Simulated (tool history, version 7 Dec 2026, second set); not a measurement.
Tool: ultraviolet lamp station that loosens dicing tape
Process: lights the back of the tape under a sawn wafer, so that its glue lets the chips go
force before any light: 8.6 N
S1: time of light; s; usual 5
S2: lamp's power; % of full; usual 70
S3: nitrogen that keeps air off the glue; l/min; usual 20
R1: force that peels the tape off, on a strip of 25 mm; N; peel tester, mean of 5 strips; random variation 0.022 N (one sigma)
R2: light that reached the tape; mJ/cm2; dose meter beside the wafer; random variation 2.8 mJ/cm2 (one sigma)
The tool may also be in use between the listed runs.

{"run": 1, "hour": 0.0, "S1": 5, "S2": 70, "S3": 20, "R1": 2.078, "R2": 266}
{"run": 2, "hour": 22.6, "S1": 5, "S2": 70, "S3": 20, "R1": 2.138, "R2": 264}
{"run": 3, "hour": 37.6, "S1": 3, "S2": 70, "S3": 20, "R1": 3.8, "R2": 153}
{"run": 4, "hour": 60.3, "S1": 3, "S2": 70, "S3": 20, "R1": 3.68, "R2": 152}
{"run": 5, "hour": 77.7, "S1": 3, "S2": 70, "S3": 20, "R1": 3.751, "R2": 149}
{"run": 6, "hour": 98.5, "S1": 5, "S2": 70, "S3": 20, "R1": 2.27, "R2": 245}
{"run": 7, "hour": 122.5, "S1": 5, "S2": 70, "S3": 20, "R1": 1.824, "R2": 293}
{"run": 8, "hour": 137.2, "S1": 5, "S2": 70, "S3": 20, "R1": 1.859, "R2": 292}
{"run": 9, "hour": 149.6, "S1": 5, "S2": 70, "S3": 20, "R1": 1.853, "R2": 289}
{"run": 10, "hour": 161.3, "S1": 5, "S2": 70, "S3": 20, "R1": 1.878, "R2": 285}
{"run": 11, "hour": 178.9, "S1": 5, "S2": 70, "S3": 20, "R1": 1.925, "R2": 278}
{"run": 12, "hour": 192.6, "S1": 3, "S2": 70, "S3": 20, "R1": 3.402, "R2": 167}
{"run": 13, "hour": 213.8, "S1": 3, "S2": 70, "S3": 20, "R1": 3.632, "R2": 162}
{"run": 14, "hour": 237.7, "S1": 5, "S2": 70, "S3": 16, "R1": 2.17, "R2": 272}
{"run": 15, "hour": 250.9, "S1": 5, "S2": 70, "S3": 20, "R1": 2.092, "R2": 266}
{"run": 16, "hour": 271.4, "S1": 5, "S2": 70, "S3": 20, "R1": 2.106, "R2": 261}
{"run": 17, "hour": 293.9, "S1": 5, "S2": 70, "S3": 20, "R1": 2.059, "R2": 263}
{"run": 18, "hour": 315.6, "S1": 5, "S2": 70, "S3": 17, "R1": 2.201, "R2": 263}
{"run": 19, "hour": 327.5, "S1": 5, "S2": 70, "S3": 18, "R1": 2.174, "R2": 254}
{"run": 20, "hour": 346.8, "S1": 5, "S2": 70, "S3": 18, "R1": 2.279, "R2": 249}
{"run": 21, "hour": 357.6, "S1": 5, "S2": 70, "S3": 20, "R1": 2.24, "R2": 255}
{"run": 22, "hour": 368.2, "S1": 5, "S2": 70, "S3": 20, "R1": 2.271, "R2": 253}
{"run": 23, "hour": 393.4, "S1": 9, "S2": 98, "S3": 33, "R1": 0.385, "R2": 621}
{"run": 24, "hour": 406.4, "S1": 5, "S2": 96, "S3": 23, "R1": 1.39, "R2": 334}
{"run": 25, "hour": 423.4, "S1": 5, "S2": 73, "S3": 9, "R1": 2.915, "R2": 254}
{"run": 26, "hour": 442.5, "S1": 5, "S2": 70, "S3": 20, "R1": 2.295, "R2": 235}
{"run": 27, "hour": 460.2, "S1": 3, "S2": 70, "S3": 6, "R1": 5.16, "R2": 139}
{"run": 28, "hour": 478.5, "S1": 3, "S2": 70, "S3": 6, "R1": 5.03, "R2": 143}
{"run": 29, "hour": 492.4, "S1": 5, "S2": 98, "S3": 12, "R1": 1.927, "R2": 324}
{"run": 30, "hour": 507.5, "S1": 8, "S2": 80, "S3": 19, "R1": 1.013, "R2": 418}
{"run": 31, "hour": 519.7, "S1": 5, "S2": 82, "S3": 20, "R1": 2.084, "R2": 260}
{"run": 32, "hour": 541.3, "S1": 5, "S2": 62, "S3": 20, "R1": 2.962, "R2": 195}
{"run": 33, "hour": 553.8, "S1": 4, "S2": 70, "S3": 18, "R1": 3.417, "R2": 179}
{"run": 34, "hour": 564.3, "S1": 3, "S2": 70, "S3": 38, "R1": 3.712, "R2": 130}
{"run": 35, "hour": 579.3, "S1": 6, "S2": 69, "S3": 17, "R1": 2.259, "R2": 255}
{"run": 36, "hour": 592.2, "S1": 4, "S2": 70, "S3": 31, "R1": 3.026, "R2": 169}
{"run": 37, "hour": 611.9, "S1": 4, "S2": 70, "S3": 31, "R1": 2.573, "R2": 196}
{"run": 38, "hour": 630.1, "S1": 4, "S2": 70, "S3": 7, "R1": 4.028, "R2": 196}
{"run": 39, "hour": 641.0, "S1": 2, "S2": 70, "S3": 20, "R1": 5.205, "R2": 96}
{"run": 40, "hour": 652.3, "S1": 3, "S2": 70, "S3": 16, "R1": 4.169, "R2": 146}
{"run": 41, "hour": 663.5, "S1": 5, "S2": 69, "S3": 29, "R1": 2.184, "R2": 235}
{"run": 42, "hour": 678.6, "S1": 2, "S2": 83, "S3": 37, "R1": 4.252, "R2": 112}
{"run": 43, "hour": 693.6, "S1": 5, "S2": 91, "S3": 20, "R1": 1.72, "R2": 302}

Taken out of this log: 2 entries between the listed runs. Where each belongs, and how the hidden state differs across it:
Between runs 6 and 7: window cleaned of glue's vapour (hour 108.2)
  lamp's light, % of a new lamp's: 73.6 -> 73; light that the window lets through, % of a clean one's: 83.6 -> 99.4
  measured less the result without the state, R1: +1.21 -> +0.748 N; R2: -154 -> -110 mJ/cm2
Between runs 36 and 37: window cleaned of glue's vapour (hour 610.7)
  lamp's light, % of a new lamp's: 62.5 -> 62.2; light that the window lets through, % of a clean one's: 85.3 -> 99.2
  measured less the result without the state, R1: +1.725 -> +1.282 N; R2: -149 -> -123 mJ/cm2
